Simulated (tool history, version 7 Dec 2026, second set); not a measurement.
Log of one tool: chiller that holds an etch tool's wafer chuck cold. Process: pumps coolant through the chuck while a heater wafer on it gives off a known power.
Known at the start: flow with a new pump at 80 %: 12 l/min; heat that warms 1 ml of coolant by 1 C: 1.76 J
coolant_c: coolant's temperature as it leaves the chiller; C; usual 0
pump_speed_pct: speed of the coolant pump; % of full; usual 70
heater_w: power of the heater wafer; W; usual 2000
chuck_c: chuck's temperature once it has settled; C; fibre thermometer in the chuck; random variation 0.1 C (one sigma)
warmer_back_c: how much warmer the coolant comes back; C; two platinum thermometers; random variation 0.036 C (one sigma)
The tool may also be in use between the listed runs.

Run 1, hour 0: usual settings. Result: chuck_c 25.1 C, warmer_back_c 6.55 C.
Run 2, hour 41.4: usual settings. Result: chuck_c 25.2 C, warmer_back_c 6.64 C.
Run 3, hour 76.9: usual settings. Result: chuck_c 25.2 C, warmer_back_c 6.63 C.
Run 4, hour 123.2: usual settings. Result: chuck_c 25.1 C, warmer_back_c 6.73 C.
Run 5, hour 174.3: usual settings. Result: chuck_c 25.2 C, warmer_back_c 6.58 C.
Run 6, hour 218.6: usual settings. Result: chuck_c 25.1 C, warmer_back_c 6.69 C.
Run 7, hour 243.9: usual settings. Result: chuck_c 25 C, warmer_back_c 6.73 C.
Run 8, hour 295: usual settings. Result: chuck_c 25 C, warmer_back_c 6.75 C.
Run 9, hour 317: usual settings. Result: chuck_c 25 C, warmer_back_c 6.75 C.
Run 10, hour 351.8: usual settings. Result: chuck_c 25.1 C, warmer_back_c 6.79 C.
Run 11, hour 396.5: usual settings. Result: chuck_c 25 C, warmer_back_c 6.79 C.
Run 12, hour 442.7: usual settings. Result: chuck_c 25.1 C, warmer_back_c 6.77 C.
At hour 490.4: gauge calibrated.
Run 13, hour 495.3: usual settings. Result: chuck_c 25.2 C, warmer_back_c 6.6 C.
Run 14, hour 529: usual settings. Result: chuck_c 25.2 C, warmer_back_c 6.63 C.
At hour 568.2: coolant changed, channels flushed.
Run 15, hour 576.5: usual settings. Result: chuck_c 25.2 C, warmer_back_c 6.63 C.
Run 16, hour 625.7: usual settings. Result: chuck_c 25.2 C, warmer_back_c 6.64 C.
Run 17, hour 659: usual settings but pump_speed_pct 95 % of full, heater_w 2308 W. Result: chuck_c 23.9 C, warmer_back_c 5.57 C.
Run 18, hour 681.8: usual settings but pump_speed_pct 95 % of full, heater_w 2308 W. Result: chuck_c 23.8 C, warmer_back_c 5.56 C.
Run 19, hour 723.5: usual settings but coolant_c -5 C, pump_speed_pct 66 % of full, heater_w 1357 W. Result: chuck_c 12.7 C, warmer_back_c 4.86 C.
Run 20, hour 763.6: usual settings but coolant_c -5 C, pump_speed_pct 66 % of full, heater_w 1357 W. Result: chuck_c 12.7 C, warmer_back_c 4.86 C.
Run 21, hour 792: usual settings but coolant_c -5 C, pump_speed_pct 66 % of full, heater_w 1357 W. Result: chuck_c 12.9 C, warmer_back_c 4.94 C.
Run 22, hour 841.5: usual settings but coolant_c -5 C, pump_speed_pct 66 % of full, heater_w 1357 W. Result: chuck_c 12.6 C, warmer_back_c 4.89 C.

The next listed run, before its measurement:
Run 23, hour 887.3: usual settings but coolant_c -5 C, pump_speed_pct 66 % of full, heater_w 1357 W. Result: chuck_c ?, warmer_back_c ?.

chuck_c: 12.7 C
warmer_back_c: 5 C
Without the tool's hidden state the same run would have given chuck_c 12.7 C, warmer_back_c 4.78 C.
